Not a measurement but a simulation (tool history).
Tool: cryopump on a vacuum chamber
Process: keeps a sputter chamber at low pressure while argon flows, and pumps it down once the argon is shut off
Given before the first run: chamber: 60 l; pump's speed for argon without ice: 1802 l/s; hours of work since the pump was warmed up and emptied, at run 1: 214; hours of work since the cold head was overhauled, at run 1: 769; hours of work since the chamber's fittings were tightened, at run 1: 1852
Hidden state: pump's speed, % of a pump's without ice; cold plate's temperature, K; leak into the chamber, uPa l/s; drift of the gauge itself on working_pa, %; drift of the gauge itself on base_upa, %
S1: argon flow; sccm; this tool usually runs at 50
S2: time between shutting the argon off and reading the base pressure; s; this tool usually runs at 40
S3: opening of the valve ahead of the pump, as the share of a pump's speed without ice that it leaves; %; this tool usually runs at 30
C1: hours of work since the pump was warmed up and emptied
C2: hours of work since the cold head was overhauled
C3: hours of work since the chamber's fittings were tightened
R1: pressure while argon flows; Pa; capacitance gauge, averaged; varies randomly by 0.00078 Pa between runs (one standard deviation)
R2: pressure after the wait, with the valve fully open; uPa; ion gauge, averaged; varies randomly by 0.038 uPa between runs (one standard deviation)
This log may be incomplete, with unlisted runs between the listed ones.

{"run": 1, "day": 0.0, "S1": 50, "S2": 40, "S3": 30, "C1": 214, "C2": 769, "C3": 1852, "R1": 0.159, "R2": 3.21}
{"run": 2, "day": 2.154, "S1": 50, "S2": 40, "S3": 30, "C1": 249, "C2": 804, "C3": 1887, "R1": 0.161, "R2": 3.27}
{"run": 3, "day": 3.15, "S1": 50, "S2": 40, "S3": 30, "C1": 266, "C2": 820, "C3": 1904, "R1": 0.1593, "R2": 3.26}
{"run": 4, "day": 4.779, "S1": 50, "S2": 40, "S3": 30, "C1": 292, "C2": 847, "C3": 1930, "R1": 0.1606, "R2": 3.25}
{"run": 5, "day": 6.312, "S1": 50, "S2": 40, "S3": 30, "C1": 317, "C2": 872, "C3": 1955, "R1": 0.1609, "R2": 3.34}
{"run": 6, "day": 8.371, "S1": 50, "S2": 40, "S3": 59, "C1": 351, "C2": 906, "C3": 1989, "R1": 0.0848, "R2": 3.36}
{"run": 7, "day": 10.475, "S1": 50, "S2": 40, "S3": 59, "C1": 385, "C2": 940, "C3": 2023, "R1": 0.0856, "R2": 3.39}
{"day": 11.596, "done": "leaking fittings of the chamber tightened, without venting"}
{"run": 8, "day": 12.338, "S1": 50, "S2": 40, "S3": 54, "C1": 414, "C2": 969, "C3": 12, "R1": 0.0954, "R2": 2.18}
{"run": 9, "day": 14.55, "S1": 50, "S2": 40, "S3": 30, "C1": 450, "C2": 1005, "C3": 48, "R1": 0.1642, "R2": 2.23}
{"run": 10, "day": 16.15, "S1": 50, "S2": 40, "S3": 30, "C1": 476, "C2": 1031, "C3": 74, "R1": 0.1634, "R2": 2.23}
{"run": 11, "day": 17.492, "S1": 50, "S2": 40, "S3": 30, "C1": 498, "C2": 1053, "C3": 96, "R1": 0.1648, "R2": 2.22}
{"day": 19.288, "done": "pump warmed up, emptied and cooled again"}
{"run": 12, "day": 19.358, "S1": 50, "S2": 40, "S3": 30, "C1": 1, "C2": 1080, "C3": 123, "R1": 0.1555, "R2": 2.2}
{"run": 13, "day": 21.475, "S1": 50, "S2": 40, "S3": 58, "C1": 36, "C2": 1114, "C3": 158, "R1": 0.0825, "R2": 2.13}
{"run": 14, "day": 22.825, "S1": 38, "S2": 40, "S3": 58, "C1": 58, "C2": 1136, "C3": 180, "R1": 0.0619, "R2": 2.25}
{"run": 15, "day": 24.212, "S1": 38, "S2": 40, "S3": 58, "C1": 80, "C2": 1159, "C3": 202, "R1": 0.0627, "R2": 2.32}
{"run": 16, "day": 25.279, "S1": 30, "S2": 95, "S3": 57, "C1": 98, "C2": 1176, "C3": 220, "R1": 0.0508, "R2": 1.1}
{"run": 17, "day": 26.508, "S1": 23, "S2": 80, "S3": 20, "C1": 118, "C2": 1196, "C3": 240, "R1": 0.1082, "R2": 1.28}
{"run": 18, "day": 28.321, "S1": 42, "S2": 80, "S3": 21, "C1": 147, "C2": 1226, "C3": 269, "R1": 0.1902, "R2": 1.34}
{"run": 19, "day": 30.367, "S1": 42, "S2": 80, "S3": 50, "C1": 180, "C2": 1259, "C3": 302, "R1": 0.0815, "R2": 1.34}
{"run": 20, "day": 32.308, "S1": 89, "S2": 80, "S3": 25, "C1": 212, "C2": 1291, "C3": 334, "R1": 0.3408, "R2": 1.36}
{"run": 21, "day": 34.5, "S1": 88, "S2": 80, "S3": 17, "C1": 248, "C2": 1326, "C3": 370, "R1": 0.4949, "R2": 1.4}
{"run": 22, "day": 36.104, "S1": 63, "S2": 40, "S3": 30, "C1": 274, "C2": 1353, "C3": 396, "R1": 0.2034, "R2": 2.33}
{"run": 23, "day": 37.2, "S1": 50, "S2": 40, "S3": 39, "C1": 292, "C2": 1370, "C3": 414, "R1": 0.1248, "R2": 2.37}
{"run": 24, "day": 39.029, "S1": 50, "S2": 40, "S3": 39, "C1": 322, "C2": 1400, "C3": 444, "R1": 0.126, "R2": 2.44}
{"run": 25, "day": 41.133, "S1": 50, "S2": 60, "S3": 22, "C1": 356, "C2": 1435, "C3": 478, "R1": 0.2196, "R2": 1.76}
{"run": 26, "day": 42.912, "S1": 35, "S2": 190, "S3": 38, "C1": 385, "C2": 1463, "C3": 507, "R1": 0.0907, "R2": 0.89}
{"run": 27, "day": 44.838, "S1": 82, "S2": 197, "S3": 30, "C1": 416, "C2": 1495, "C3": 538, "R1": 0.2699, "R2": 0.89}
{"run": 28, "day": 46.996, "S1": 82, "S2": 197, "S3": 30, "C1": 451, "C2": 1530, "C3": 573, "R1": 0.2685, "R2": 0.99}

5 ways to go on from here, each from the tool as it stands after run 28. What would each give?
{"run": "A", "day": 48.567, "S1": 21, "S2": 147, "S3": 50, "C1": 477, "C2": 1556, "C3": 599, "R1": "?", "R2": "?"}
{"run": "B", "day": 48.567, "S1": 75, "S2": 37, "S3": 25, "C1": 477, "C2": 1556, "C3": 599, "R1": "?", "R2": "?"}
{"run": "C", "day": 48.567, "S1": 49, "S2": 22, "S3": 19, "C1": 477, "C2": 1556, "C3": 599, "R1": "?", "R2": "?"}
{"run": "D", "day": 48.567, "S1": 91, "S2": 40, "S3": 41, "C1": 477, "C2": 1556, "C3": 599, "R1": "?", "R2": "?"}
{"run": "E", "day": 48.567, "S1": 82, "S2": 22, "S3": 20, "C1": 477, "C2": 1556, "C3": 599, "R1": "?", "R2": "?"}

run=A R1=0.0430 R2=1.13
run=B R1=0.2942 R2=2.67
run=C R1=0.2515 R2=4.14
run=D R1=0.2229 R2=2.47
run=E R1=0.4012 R2=4.17
With no hidden state in the tool, these same runs would have given:
run=A R1=0.0395 R2=0.73
run=B R1=0.2817 R2=2.27
run=C R1=0.2432 R2=3.74
run=D R1=0.2077 R2=2.08
run=E R1=0.3874 R2=3.77

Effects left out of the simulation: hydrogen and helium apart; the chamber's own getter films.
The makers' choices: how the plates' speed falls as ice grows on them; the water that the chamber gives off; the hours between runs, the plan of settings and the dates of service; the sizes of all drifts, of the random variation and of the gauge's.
